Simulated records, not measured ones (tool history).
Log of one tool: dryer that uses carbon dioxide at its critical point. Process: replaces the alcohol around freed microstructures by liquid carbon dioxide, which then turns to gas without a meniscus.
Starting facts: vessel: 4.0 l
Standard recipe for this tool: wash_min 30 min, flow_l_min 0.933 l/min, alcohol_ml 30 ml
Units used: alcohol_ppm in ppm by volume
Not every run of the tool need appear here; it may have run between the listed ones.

| run | hour | wash_min | flow_l_min | alcohol_ml | alcohol_ppm |
|---|---|---|---|---|---|
| 1 | 0 | 30 | 0.933 | 30 | 62 |
| 2 | 11.5 | 46 | 0.933 | 30 | 57 |
| 3 | 23.9 | 46 | 0.933 | 30 | 50 |
| 4 | 36.7 | 46 | 0.933 | 30 | 58 |
| 5 | 49.3 | 46 | 0.933 | 30 | 58 |
| 6 | 63.1 | 46 | 0.933 | 30 | 48 |
| 7 | 77.1 | 30 | 0.933 | 106 | 85 |
| 8 | 86.5 | 30 | 0.933 | 106 | 81 |
| 9 | 100.8 | 30 | 0.933 | 30 | 58 |
| 10 | 109.2 | 34 | 0.933 | 30 | 62 |
| 11 | 123.8 | 30 | 0.933 | 30 | 64 |
| 12 | 135.2 | 30 | 0.933 | 68 | 87 |
| 13 | 145.6 | 30 | 0.933 | 68 | 87 |
| 14 | 156.3 | 30 | 0.933 | 30 | 73 |
| 15 | 168.3 | 30 | 0.933 | 30 | 69 |
| 16 | 180 | 30 | 1.202 | 27 | 73 |
| 17 | 188.6 | 30 | 1.202 | 27 | 71 |
| 18 | 196.8 | 23 | 0.933 | 64 | 163 |
| 19 | 204.9 | 23 | 0.933 | 64 | 166 |
| 20 | 218 | 23 | 0.933 | 64 | 165 |
| 21 | 231.5 | 23 | 0.933 | 64 | 170 |
| 22 | 240.6 | 30 | 0.876 | 28 | 84 |
| 23 | 254.7 | 30 | 0.644 | 30 | 145 |
| 24 | 261 | 34 | 0.933 | 30 | 74 |
| 25 | 273.9 | 22 | 0.971 | 27 | 108 |
| 26 | 281.4 | 38 | 0.863 | 30 | 69 |
| 27 | 296 | 35 | 1.078 | 30 | 69 |
| 28 | 310.7 | 35 | 1.078 | 30 | 78 |
| 29 | 324 | 19 | 1.245 | 21 | 102 |

Forecast each of these 5 alternatives for the next run:
| A | 336.4 | 29 | 1.079 | 81 | ? |
| B | 336.4 | 40 | 0.967 | 41 | ? |
| C | 336.4 | 19 | 0.972 | 44 | ? |
| D | 336.4 | 43 | 0.722 | 60 | ? |
| E | 336.4 | 44 | 0.671 | 22 | ? |

| run | alcohol_ppm |
|---|---|
| A | 99 |
| B | 79 |
| C | 232 |
| D | 98 |
| E | 83 |
With no hidden state in the tool, these same runs would have given:
| run | alcohol_ppm |
|---|---|
| A | 18 |
| B | 4 |
| C | 126 |
| D | 21 |
| E | 7 |
